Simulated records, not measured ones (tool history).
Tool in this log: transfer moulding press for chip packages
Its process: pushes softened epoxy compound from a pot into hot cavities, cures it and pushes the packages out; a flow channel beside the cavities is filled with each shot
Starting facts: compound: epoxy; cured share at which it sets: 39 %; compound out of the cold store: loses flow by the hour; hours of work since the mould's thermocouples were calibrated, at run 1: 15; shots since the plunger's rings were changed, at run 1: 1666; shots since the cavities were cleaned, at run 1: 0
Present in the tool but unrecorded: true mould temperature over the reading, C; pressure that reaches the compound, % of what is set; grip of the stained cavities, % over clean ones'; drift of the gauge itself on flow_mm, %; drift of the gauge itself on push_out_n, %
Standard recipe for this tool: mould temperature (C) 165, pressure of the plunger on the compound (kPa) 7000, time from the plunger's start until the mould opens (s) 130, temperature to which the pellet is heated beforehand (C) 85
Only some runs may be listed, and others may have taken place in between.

run,day,mould temperature (C),pressure of the plunger on the compound (kPa),time from the plunger's start until the mould opens (s),temperature to which the pellet is heated beforehand (C),hours of work since the mould's thermocouples were calibrated,shots since the plunger's rings were changed,shots since the cavities were cleaned,incoming compound's hours out of the cold store,length that the compound runs in the flow channel (mm),greatest force on the pins that push the packages out (N)
1,0.000,165,7000,130,85,15,1666,0,33.2,650,261
2,0.162,165,7000,130,85,18,1707,41,46.1,635,291
3,0.371,165,7000,130,85,22,1759,93,34.8,644,329
4,0.712,165,7000,130,85,28,1845,179,30.1,650,387
5,0.996,165,7000,130,85,33,1917,251,26.8,662,404
6,1.225,167,7000,130,85,37,1975,309,28.2,655,416
7,1.517,165,7000,130,92,42,2048,382,14.9,673,458
8,1.804,164,7000,130,85,48,2121,455,38.2,654,470
# day 2.100: cavities cleaned with cleaning compound and waxed
9,2.204,165,7000,130,85,54,2206,27,47.9,630,277
10,2.508,165,7000,130,85,59,2283,104,36.9,627,338
11,2.671,165,7000,130,85,62,2324,145,29.9,650,350
12,2.879,165,7000,130,83,66,2377,198,23.0,654,384
13,3.121,165,7000,130,85,70,2437,258,33.9,643,401
14,3.392,165,7000,130,83,75,2505,326,17.1,658,439
15,3.688,165,7000,130,83,81,2581,402,13.4,666,455
16,3.896,165,7000,130,83,84,2632,453,19.5,650,490
# day 4.204: cavities cleaned with cleaning compound and waxed
17,4.267,165,7790,130,75,90,2710,15,17.2,703,262
18,4.517,165,6640,130,95,94,2773,78,36.5,615,315
19,4.729,163,5630,162,93,98,2827,132,19.2,593,335
20,4.975,160,7000,130,95,103,2889,194,44.5,623,427
21,5.296,165,7000,130,78,108,2970,275,27.8,646,414
22,5.483,165,7000,130,78,112,3017,322,10.6,679,439
23,5.792,165,7980,130,77,117,3095,400,33.9,678,456
24,5.967,164,7000,130,88,121,3139,444,19.9,663,499
25,6.175,172,7000,130,91,124,3192,497,11.0,668,472
# day 6.317: cavities cleaned with cleaning compound and waxed
26,6.433,171,7000,130,77,128,3241,29,11.6,657,267

Forecast run 27:
27,6.646,164,7000,134,85,132,3295,83,18.6,?,?

Run 27 gave length that the compound runs in the flow channel (mm) 654, greatest force on the pins that push the packages out (N) 327.
The same run, on a tool lacking any hidden state, would have yielded length that the compound runs in the flow channel (mm) 694, greatest force on the pins that push the packages out (N) 250.

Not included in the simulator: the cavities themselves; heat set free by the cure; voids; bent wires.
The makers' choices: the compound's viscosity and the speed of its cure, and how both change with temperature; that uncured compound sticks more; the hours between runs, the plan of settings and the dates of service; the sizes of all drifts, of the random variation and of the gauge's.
